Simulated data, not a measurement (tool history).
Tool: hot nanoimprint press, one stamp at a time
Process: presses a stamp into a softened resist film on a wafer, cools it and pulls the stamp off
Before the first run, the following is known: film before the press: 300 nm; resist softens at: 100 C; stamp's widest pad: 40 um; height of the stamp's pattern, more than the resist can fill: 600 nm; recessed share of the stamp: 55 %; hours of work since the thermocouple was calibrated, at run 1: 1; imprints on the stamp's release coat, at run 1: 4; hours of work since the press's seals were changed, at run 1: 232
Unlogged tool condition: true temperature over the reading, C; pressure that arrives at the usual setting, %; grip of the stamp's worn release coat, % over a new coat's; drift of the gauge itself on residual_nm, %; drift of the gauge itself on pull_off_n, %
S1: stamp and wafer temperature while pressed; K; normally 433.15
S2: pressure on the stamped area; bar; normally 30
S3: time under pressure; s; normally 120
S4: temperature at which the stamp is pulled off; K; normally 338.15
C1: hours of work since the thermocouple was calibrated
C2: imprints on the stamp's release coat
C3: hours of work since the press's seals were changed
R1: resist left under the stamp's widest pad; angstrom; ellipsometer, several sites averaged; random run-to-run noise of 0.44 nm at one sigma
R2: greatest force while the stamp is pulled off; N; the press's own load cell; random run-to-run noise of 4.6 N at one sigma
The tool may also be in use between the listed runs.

run,hour,S1,S2,S3,S4,C1,C2,C3,R1,R2
1,0,433.15,30,120,338.15,1,4,232,1546,218
2,17,433.15,30,120,341.15,8,50,240,1561,213
3,50.8,433.15,30,120,341.15,22,143,254,1554,214
4,66.1,433.15,30,120,341.15,29,185,261,1550,214
5,82.4,433.15,30,120,341.15,36,230,268,1546,219
6,115.5,433.15,30,120,342.15,50,321,282,1547,211
7,146,433.15,30,120,338.15,63,404,295,1541,231
8,176.8,433.15,30,120,338.15,77,489,308,1547,226
9,196.4,433.15,30,120,338.15,85,542,317,1544,223
10,223.1,433.15,30,120,338.15,96,616,328,1543,226
11,257.4,433.15,30,120,338.15,111,710,343,1541,228
12,271.3,433.15,30,120,338.15,117,748,349,1544,232
13,299.2,433.15,30,120,338.15,129,824,361,1544,225
14,314.6,433.15,30,120,338.15,136,867,367,1539,224
15,348.7,433.15,47.5,120,338.15,150,960,382,1193,220
16,367.4,428.15,47.5,99,338.15,158,1012,390,1672,226
# hour 390.9: stamp cleaned and given a new release coat
17,396.9,429.15,47.5,99,338.15,169,16,400,1580,224
18,429.5,429.15,47.5,70,338.15,183,106,414,1745,216
19,452.1,433.15,30,146,338.15,192,168,424,1445,229
20,474.7,423.15,44,63,345.15,202,229,433,2385,209
21,506.8,441.15,23.9,105,344.15,216,317,447,1210,203
22,540.9,441.15,18.9,105,329.15,230,411,462,1376,255
23,569.9,440.15,30,102,335.15,243,491,474,1123,226
24,603.2,440.15,30,102,335.15,257,582,489,1126,234
25,630.1,433.15,22,227,338.15,269,656,500,1479,226
26,657.4,434.15,20.9,120,338.15,280,731,512,1749,224
27,671.3,441.15,45,120,339.15,286,769,518,780,219
28,696.5,441.15,38.9,107,339.15,297,838,529,893,228
# hour 722.8: plate thermocouple calibrated
29,728.4,441.15,38.9,107,339.15,2,917,541,899,212

Each row is a separate what-if for the run after 29, all from the same tool condition, not one after another. Results?
A,750.7,433.15,21.2,120,330.15,12,978,551,?,?
B,750.7,441.15,38.9,107,336.15,12,978,551,?,?
C,750.7,442.15,19.6,120,337.15,12,978,551,?,?
D,750.7,441.15,25.9,107,329.15,12,978,551,?,?

run,R1,R2
A,1819,250
B,892,236
C,1227,230
D,1139,251
What these runs would have given with no unlogged condition in the tool:
run,R1,R2
A,1854,248
B,909,234
C,1251,228
D,1160,249
